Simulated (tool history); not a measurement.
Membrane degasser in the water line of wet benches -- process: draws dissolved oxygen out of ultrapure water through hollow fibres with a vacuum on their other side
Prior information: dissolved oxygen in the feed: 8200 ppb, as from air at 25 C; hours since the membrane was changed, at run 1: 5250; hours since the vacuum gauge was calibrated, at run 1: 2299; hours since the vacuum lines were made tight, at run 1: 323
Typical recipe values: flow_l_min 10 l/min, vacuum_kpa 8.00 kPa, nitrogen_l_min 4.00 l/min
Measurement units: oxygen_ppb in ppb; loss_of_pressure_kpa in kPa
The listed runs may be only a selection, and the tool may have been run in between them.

| run | hour | flow_l_min | vacuum_kpa | nitrogen_l_min | hours since the membrane was changed | hours since the vacuum gauge was calibrated | hours since the vacuum lines were made tight | oxygen_ppb | loss_of_pressure_kpa |
|---|---|---|---|---|---|---|---|---|---|
| 1 | 0.0 | 10 | 8.00 | 4.00 | 5250 | 2299 | 323 | 45.7 | 45.71 |
| 2 | 76.4 | 10 | 8.00 | 7.92 | 5326 | 2375 | 399 | 30.8 | 45.42 |
| 3 | 186.5 | 10 | 8.00 | 4.00 | 5436 | 2486 | 509 | 45.6 | 45.84 |
| 4 | 339.3 | 10 | 8.00 | 4.00 | 5589 | 2638 | 662 | 45.3 | 45.73 |
| 5 | 509.7 | 10 | 8.00 | 4.00 | 5760 | 2809 | 832 | 46.6 | 45.65 |
| 6 | 622.7 | 10 | 8.00 | 4.00 | 5873 | 2922 | 945 | 46.2 | 45.72 |
| 7 | 784.9 | 10 | 8.00 | 4.00 | 6035 | 3084 | 1108 | 46.4 | 45.80 |
| 8 | 890.0 | 10 | 8.00 | 4.00 | 6140 | 3189 | 1213 | 46.7 | 46.28 |
| 9 | 1067.8 | 10 | 8.00 | 4.00 | 6318 | 3367 | 1390 | 47.2 | 45.86 |
| 10 | 1208.1 | 10 | 8.00 | 4.00 | 6458 | 3507 | 1531 | 47.4 | 46.28 |
| 11 | 1290.1 | 10 | 8.00 | 4.00 | 6540 | 3589 | 1613 | 47.9 | 46.19 |
| 12 | 1428.0 | 11 | 8.00 | 4.00 | 6678 | 3727 | 1751 | 56.8 | 51.00 |
| 13 | 1562.7 | 10 | 5.39 | 4.00 | 6813 | 3862 | 1885 | 31.8 | 46.46 |
| 14 | 1648.6 | 10 | 5.39 | 3.36 | 6898 | 3948 | 1971 | 35.4 | 46.57 |
| 15 | 1740.1 | 13 | 8.00 | 4.00 | 6990 | 4039 | 2063 | 80.2 | 60.23 |
| 16 | 1903.8 | 13 | 8.00 | 4.00 | 7154 | 4203 | 2226 | 81.3 | 60.46 |
| 17 | 2020.0 | 13 | 8.00 | 4.00 | 7270 | 4319 | 2343 | 80.2 | 60.57 |
| 18 | 2118.2 | 15 | 8.00 | 3.99 | 7368 | 4417 | 2441 | 108.6 | 69.34 |
| 19 | 2215.7 | 12 | 6.21 | 4.00 | 7466 | 4515 | 2538 | 56.7 | 55.93 |
| 20 | 2321.2 | 8 | 14.24 | 4.00 | 7571 | 4620 | 2644 | 63.8 | 37.23 |
| 21 | 2471.0 | 13 | 9.45 | 2.06 | 7721 | 4770 | 2794 | 143.1 | 60.63 |
| 22 | 2576.1 | 6 | 12.07 | 9.84 | 7826 | 4875 | 2899 | 17.0 | 28.18 |
| 23 | 2697.3 | 7 | 5.48 | 2.28 | 7947 | 4996 | 3020 | 25.2 | 32.63 |
| 24 | 2800.6 | 7 | 5.48 | 2.28 | 8051 | 5100 | 3123 | 25.4 | 32.44 |
| 25 | 2977.0 | 15 | 12.46 | 4.28 | 8227 | 5276 | 3300 | 146.8 | 70.47 |
| 26 | 3095.8 | 12 | 5.11 | 2.59 | 8346 | 5395 | 3418 | 60.6 | 56.25 |
| 27 | 3274.9 | 12 | 5.11 | 2.59 | 8525 | 5574 | 3598 | 59.5 | 56.32 |
| 28 | 3406.2 | 7 | 17.60 | 6.09 | 8656 | 5705 | 3729 | 49.3 | 32.90 |
| 29 | 3528.9 | 7 | 17.60 | 6.09 | 8779 | 5828 | 3852 | 48.8 | 33.34 |
| 30 | 3628.6 | 7 | 17.60 | 6.09 | 8879 | 5928 | 3951 | 49.8 | 33.14 |
| 31 | 3764.2 | 8 | 8.00 | 6.52 | 9014 | 6063 | 4087 | 25.4 | 37.86 |

5 ways to go on from here, each from the tool as it stands after run 31. What would each give?
| A | 3939.7 | 10 | 5.79 | 2.74 | 9190 | 6239 | 4262 | ? | ? |
| B | 3939.7 | 12 | 9.32 | 3.67 | 9190 | 6239 | 4262 | ? | ? |
| C | 3939.7 | 8 | 5.67 | 1.84 | 9190 | 6239 | 4262 | ? | ? |
| D | 3939.7 | 10 | 8.00 | 3.20 | 9190 | 6239 | 4262 | ? | ? |
| E | 3939.7 | 8 | 6.05 | 6.52 | 9190 | 6239 | 4262 | ? | ? |

| run | oxygen_ppb | loss_of_pressure_kpa |
|---|---|---|
| A | 47.2 | 47.34 |
| B | 87.8 | 56.79 |
| C | 39.9 | 37.69 |
| D | 61.4 | 47.64 |
| E | 18.7 | 38.27 |
What these runs would have given with no unlogged condition in the tool:
| run | oxygen_ppb | loss_of_pressure_kpa |
|---|---|---|
| A | 33.8 | 43.10 |
| B | 68.4 | 51.68 |
| C | 30.0 | 34.29 |
| D | 47.9 | 43.37 |
| E | 12.7 | 34.87 |

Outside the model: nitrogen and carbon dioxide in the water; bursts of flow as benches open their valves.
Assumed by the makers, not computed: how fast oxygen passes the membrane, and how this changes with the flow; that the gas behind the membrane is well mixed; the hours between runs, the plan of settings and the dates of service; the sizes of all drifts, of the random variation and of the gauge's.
